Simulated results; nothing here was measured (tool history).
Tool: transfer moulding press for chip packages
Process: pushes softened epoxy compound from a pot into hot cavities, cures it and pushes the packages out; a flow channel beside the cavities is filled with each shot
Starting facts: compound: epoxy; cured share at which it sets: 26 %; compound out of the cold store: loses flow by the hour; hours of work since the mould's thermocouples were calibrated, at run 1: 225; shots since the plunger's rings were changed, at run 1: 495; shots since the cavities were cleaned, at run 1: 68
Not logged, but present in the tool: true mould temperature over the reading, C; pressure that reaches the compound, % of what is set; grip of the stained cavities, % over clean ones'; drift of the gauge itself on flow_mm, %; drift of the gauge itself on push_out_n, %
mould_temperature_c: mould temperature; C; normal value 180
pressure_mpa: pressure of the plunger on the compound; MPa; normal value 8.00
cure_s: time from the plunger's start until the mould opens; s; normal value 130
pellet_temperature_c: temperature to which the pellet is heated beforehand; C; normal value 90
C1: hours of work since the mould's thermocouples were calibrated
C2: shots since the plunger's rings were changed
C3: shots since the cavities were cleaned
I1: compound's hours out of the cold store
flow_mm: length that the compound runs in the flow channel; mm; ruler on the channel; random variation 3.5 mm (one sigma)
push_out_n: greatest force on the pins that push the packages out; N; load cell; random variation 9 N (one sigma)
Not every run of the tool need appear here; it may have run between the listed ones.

run 1 day=0.000 | mould_temperature_c=180 pressure_mpa=8.00 cure_s=130 pellet_temperature_c=90 | C1=225 C2=495 C3=68 | I1=17.7 | flow_mm=582 push_out_n=475
run 2 day=1.762 | mould_temperature_c=180 pressure_mpa=9.22 cure_s=130 pellet_temperature_c=90 | C1=254 C2=936 C3=509 | I1=33.5 | flow_mm=587 push_out_n=591
-- day=3.275 cavities cleaned with cleaning compound and waxed
run 3 day=3.304 | mould_temperature_c=180 pressure_mpa=9.22 cure_s=130 pellet_temperature_c=90 | C1=278 C2=1306 C3=7 | I1=34.1 | flow_mm=581 push_out_n=429
run 4 day=4.567 | mould_temperature_c=180 pressure_mpa=8.00 cure_s=130 pellet_temperature_c=90 | C1=298 C2=1623 C3=324 | I1=40.1 | flow_mm=524 push_out_n=549
run 5 day=6.283 | mould_temperature_c=180 pressure_mpa=8.00 cure_s=130 pellet_temperature_c=90 | C1=326 C2=2053 C3=754 | I1=12.3 | flow_mm=582 push_out_n=658
-- day=6.833 cavities cleaned with cleaning compound and waxed
run 6 day=7.983 | mould_temperature_c=180 pressure_mpa=8.00 cure_s=125 pellet_temperature_c=90 | C1=353 C2=2462 C3=287 | I1=19.4 | flow_mm=556 push_out_n=606
run 7 day=9.454 | mould_temperature_c=180 pressure_mpa=8.26 cure_s=125 pellet_temperature_c=90 | C1=377 C2=2832 C3=657 | I1=16.1 | flow_mm=571 push_out_n=683
-- day=10.412 cavities cleaned with cleaning compound and waxed
run 8 day=10.512 | mould_temperature_c=180 pressure_mpa=8.26 cure_s=125 pellet_temperature_c=90 | C1=393 C2=3081 C3=25 | I1=30.9 | flow_mm=532 push_out_n=464
run 9 day=11.879 | mould_temperature_c=180 pressure_mpa=8.00 cure_s=130 pellet_temperature_c=90 | C1=415 C2=3423 C3=367 | I1=16.9 | flow_mm=556 push_out_n=628
run 10 day=13.617 | mould_temperature_c=180 pressure_mpa=8.00 cure_s=130 pellet_temperature_c=90 | C1=443 C2=3858 C3=802 | I1=22.8 | flow_mm=534 push_out_n=653
-- day=13.967 cavities cleaned with cleaning compound and waxed
run 11 day=15.096 | mould_temperature_c=180 pressure_mpa=8.00 cure_s=130 pellet_temperature_c=90 | C1=466 C2=4213 C3=282 | I1=44.4 | flow_mm=485 push_out_n=554
-- day=15.329 plunger's sealing rings changed
run 12 day=17.017 | mould_temperature_c=180 pressure_mpa=8.00 cure_s=130 pellet_temperature_c=90 | C1=495 C2=422 C3=737 | I1=24.6 | flow_mm=571 push_out_n=671
-- day=17.592 cavities cleaned with cleaning compound and waxed
run 13 day=18.608 | mould_temperature_c=180 pressure_mpa=8.00 cure_s=130 pellet_temperature_c=90 | C1=520 C2=805 C3=255 | I1=9.5 | flow_mm=596 push_out_n=589
run 14 day=20.042 | mould_temperature_c=180 pressure_mpa=7.31 cure_s=130 pellet_temperature_c=90 | C1=543 C2=1164 C3=614 | I1=34.5 | flow_mm=514 push_out_n=644
-- day=21.142 cavities cleaned with cleaning compound and waxed
run 15 day=21.308 | mould_temperature_c=180 pressure_mpa=7.31 cure_s=130 pellet_temperature_c=90 | C1=563 C2=1465 C3=41 | I1=19.4 | flow_mm=540 push_out_n=449
run 16 day=22.388 | mould_temperature_c=187 pressure_mpa=8.00 cure_s=130 pellet_temperature_c=90 | C1=581 C2=1736 C3=312 | I1=42.1 | flow_mm=515 push_out_n=460
run 17 day=23.558 | mould_temperature_c=180 pressure_mpa=6.51 cure_s=112 pellet_temperature_c=90 | C1=599 C2=2029 C3=605 | I1=29.6 | flow_mm=490 push_out_n=845
-- day=24.704 cavities cleaned with cleaning compound and waxed
run 18 day=24.912 | mould_temperature_c=180 pressure_mpa=6.51 cure_s=112 pellet_temperature_c=90 | C1=620 C2=2353 C3=52 | I1=45.2 | flow_mm=461 push_out_n=608
run 19 day=26.729 | mould_temperature_c=180 pressure_mpa=6.51 cure_s=112 pellet_temperature_c=90 | C1=650 C2=2807 C3=506 | I1=24.8 | flow_mm=487 push_out_n=864
-- day=27.279 mould's thermocouples calibrated
-- day=28.279 cavities cleaned with cleaning compound and waxed
run 20 day=28.408 | mould_temperature_c=180 pressure_mpa=7.75 cure_s=112 pellet_temperature_c=94 | C1=17 C2=3191 C3=32 | I1=12.8 | flow_mm=555 push_out_n=567
run 21 day=29.762 | mould_temperature_c=179 pressure_mpa=6.53 cure_s=110 pellet_temperature_c=97 | C1=39 C2=3531 C3=372 | I1=15.7 | flow_mm=494 push_out_n=820
run 22 day=30.754 | mould_temperature_c=172 pressure_mpa=6.53 cure_s=110 pellet_temperature_c=80 | C1=55 C2=3779 C3=620 | I1=20.4 | flow_mm=493 push_out_n=1471
run 23 day=31.529 | mould_temperature_c=183 pressure_mpa=6.38 cure_s=134 pellet_temperature_c=80 | C1=68 C2=3973 C3=814 | I1=27.6 | flow_mm=463 push_out_n=538
-- day=31.867 cavities cleaned with cleaning compound and waxed
-- day=32.788 plunger's sealing rings changed
run 24 day=33.204 | mould_temperature_c=178 pressure_mpa=8.48 cure_s=134 pellet_temperature_c=90 | C1=92 C2=104 C3=309 | I1=22.5 | flow_mm=591 push_out_n=573

What does the tool deliver on the next run?
run 25 day=35.008 | mould_temperature_c=178 pressure_mpa=8.48 cure_s=134 pellet_temperature_c=90 | C1=122 C2=555 C3=760 | I1=9.7 | flow_mm=? push_out_n=?

Run 25 yielded flow_mm 621 mm, push_out_n 673 N.
Without the tool's hidden state the same run would have given flow_mm 631 mm, push_out_n 430 N.
